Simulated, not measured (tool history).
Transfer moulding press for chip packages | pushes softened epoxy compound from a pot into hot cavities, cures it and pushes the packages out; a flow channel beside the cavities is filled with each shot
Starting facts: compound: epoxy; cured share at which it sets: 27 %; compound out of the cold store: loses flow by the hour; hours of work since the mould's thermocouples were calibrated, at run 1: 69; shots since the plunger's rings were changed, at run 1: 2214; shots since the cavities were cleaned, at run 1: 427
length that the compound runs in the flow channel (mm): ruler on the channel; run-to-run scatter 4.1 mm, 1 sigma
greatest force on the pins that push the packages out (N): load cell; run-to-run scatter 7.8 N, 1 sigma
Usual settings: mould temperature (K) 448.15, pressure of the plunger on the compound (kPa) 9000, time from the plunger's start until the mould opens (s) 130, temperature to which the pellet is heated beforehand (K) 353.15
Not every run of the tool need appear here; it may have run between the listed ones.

run	hour	mould temperature (K)	pressure of the plunger on the compound (kPa)	time from the plunger's start until the mould opens (s)	temperature to which the pellet is heated beforehand (K)	hours of work since the mould's thermocouples were calibrated	shots since the plunger's rings were changed	shots since the cavities were cleaned	incoming compound's hours out of the cold store	length that the compound runs in the flow channel (mm)	greatest force on the pins that push the packages out (N)
1	0.0	448.15	9000	130	353.15	69	2214	427	20.4	595	460
2	14.4	448.15	9000	130	353.15	78	2348	561	19.5	607	489
3	37.2	448.15	9000	141	353.15	93	2558	771	28.1	572	466
# hour 63.1: cavities cleaned with cleaning compound and waxed
4	63.1	448.15	9000	141	353.15	110	2784	0	41.2	534	325
5	84.6	448.15	9000	141	353.15	124	2983	199	23.1	585	374
6	102.6	448.15	9000	141	353.15	136	3149	365	8.2	617	418
7	117.3	448.15	9000	130	353.15	146	3285	501	43.8	522	464
8	133.1	448.15	9000	130	353.15	157	3431	647	37.3	540	486
9	148.2	448.15	9000	130	353.15	167	3571	787	10.6	605	518
# hour 172.5: cavities cleaned with cleaning compound and waxed
10	173.9	448.15	9000	130	353.15	183	3794	12	10.2	608	351
11	188.2	448.15	9000	130	353.15	193	3927	145	35.4	527	382
12	202.3	448.15	9000	130	353.15	202	4057	275	32.7	547	433
13	224.7	448.15	9000	130	353.15	217	4264	482	26.0	556	460
14	242.2	448.15	9000	130	353.15	229	4426	644	35.9	538	492
# hour 261.3: plunger's sealing rings changed
15	270.2	448.15	9000	130	344.15	246	82	880	23.0	609	505
# hour 284.9: cavities cleaned with cleaning compound and waxed
16	285.9	448.15	9000	130	344.15	255	213	9	14.3	625	365
17	302.0	449.15	9790	145	348.15	266	362	158	29.1	607	366
18	318.6	449.15	9790	145	348.15	277	516	312	18.1	641	402
19	339.3	449.15	9790	129	346.15	291	707	503	34.8	591	463
20	361.7	449.15	7060	129	347.15	306	914	710	34.1	503	484
21	374.6	444.15	9560	110	358.15	315	1033	829	40.6	583	872
22	385.2	444.15	10080	159	358.15	322	1131	927	17.0	664	527
# hour 395.2: cavities cleaned with cleaning compound and waxed
23	398.8	444.15	10080	159	358.15	330	1243	33	15.4	679	341
24	420.4	448.15	9380	113	353.15	345	1442	232	15.6	630	517
25	431.3	448.15	9700	114	353.15	352	1543	333	28.4	602	533
26	453.6	455.15	10330	114	351.15	367	1750	540	20.2	627	451
27	471.7	446.15	9000	140	358.15	379	1917	707	8.6	644	518
28	483.1	446.15	7190	157	358.15	387	2022	812	9.9	572	464

5 options for the next run, each taken on its own from the tool as it stands now. Forecast them:
A	493.7	449.15	7950	157	355.15	394	2121	911	25.7	?	?
B	493.7	448.15	7480	130	353.15	394	2121	911	39.1	?	?
C	493.7	446.15	7090	157	358.15	394	2121	911	47.4	?	?
D	493.7	446.15	9000	167	353.15	394	2121	911	33.0	?	?
E	493.7	455.15	7800	157	357.15	394	2121	911	30.4	?	?

run	length that the compound runs in the flow channel (mm)	greatest force on the pins that push the packages out (N)
A	548	460
B	501	520
C	470	469
D	577	469
E	511	455
Without the tool's hidden state the same runs would have given:
run	length that the compound runs in the flow channel (mm)	greatest force on the pins that push the packages out (N)
A	565	300
B	517	333
C	485	302
D	595	304
E	527	297
